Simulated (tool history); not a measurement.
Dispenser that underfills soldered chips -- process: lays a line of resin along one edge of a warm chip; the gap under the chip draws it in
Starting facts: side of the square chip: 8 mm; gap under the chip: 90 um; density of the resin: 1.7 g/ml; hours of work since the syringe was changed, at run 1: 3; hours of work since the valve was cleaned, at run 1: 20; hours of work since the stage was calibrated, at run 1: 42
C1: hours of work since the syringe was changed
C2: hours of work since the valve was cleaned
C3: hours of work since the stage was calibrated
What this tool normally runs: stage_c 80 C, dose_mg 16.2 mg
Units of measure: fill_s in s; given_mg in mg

Run 1, hour 0.0: usual settings; C1 3; C2 20; C3 42. Result: fill_s 61.9 s, given_mg 16.08 mg.
Run 2, hour 4.1: usual settings; C1 5; C2 23; C3 45. Result: fill_s 72.6 s, given_mg 15.99 mg.
At hour 6.2: new syringe of resin.
Run 3, hour 8.2: usual settings but stage_c 76 C; C1 1; C2 25; C3 47. Result: fill_s 62.0 s, given_mg 16.06 mg.
Run 4, hour 13.2: usual settings but stage_c 76 C; C1 4; C2 28; C3 50. Result: fill_s 76.9 s, given_mg 15.99 mg.
Run 5, hour 15.6: usual settings; C1 6; C2 30; C3 52. Result: fill_s 73.5 s, given_mg 15.87 mg.
At hour 16.8: new syringe of resin.
Run 6, hour 20.0: usual settings but stage_c 74 C; C1 2; C2 32; C3 54. Result: fill_s 68.9 s, given_mg 16.00 mg.
Run 7, hour 24.7: usual settings but stage_c 74 C; C1 5; C2 35; C3 57. Result: fill_s 84.4 s, given_mg 15.92 mg.
At hour 27.3: new syringe of resin.
Run 8, hour 29.8: usual settings but stage_c 74 C; C1 2; C2 38; C3 60. Result: fill_s 66.6 s, given_mg 15.90 mg.

Run 9, settings as shown, results not yet in. Your forecast:
Run 9, hour 32.5: usual settings but stage_c 74 C; C1 3; C2 40; C3 62. Result: fill_s ?, given_mg ?.

fill_s: 75.0 s
given_mg: 15.79 mg
Had the tool carried no hidden state, the very same run would have given fill_s 60.0 s, given_mg 16.11 mg.

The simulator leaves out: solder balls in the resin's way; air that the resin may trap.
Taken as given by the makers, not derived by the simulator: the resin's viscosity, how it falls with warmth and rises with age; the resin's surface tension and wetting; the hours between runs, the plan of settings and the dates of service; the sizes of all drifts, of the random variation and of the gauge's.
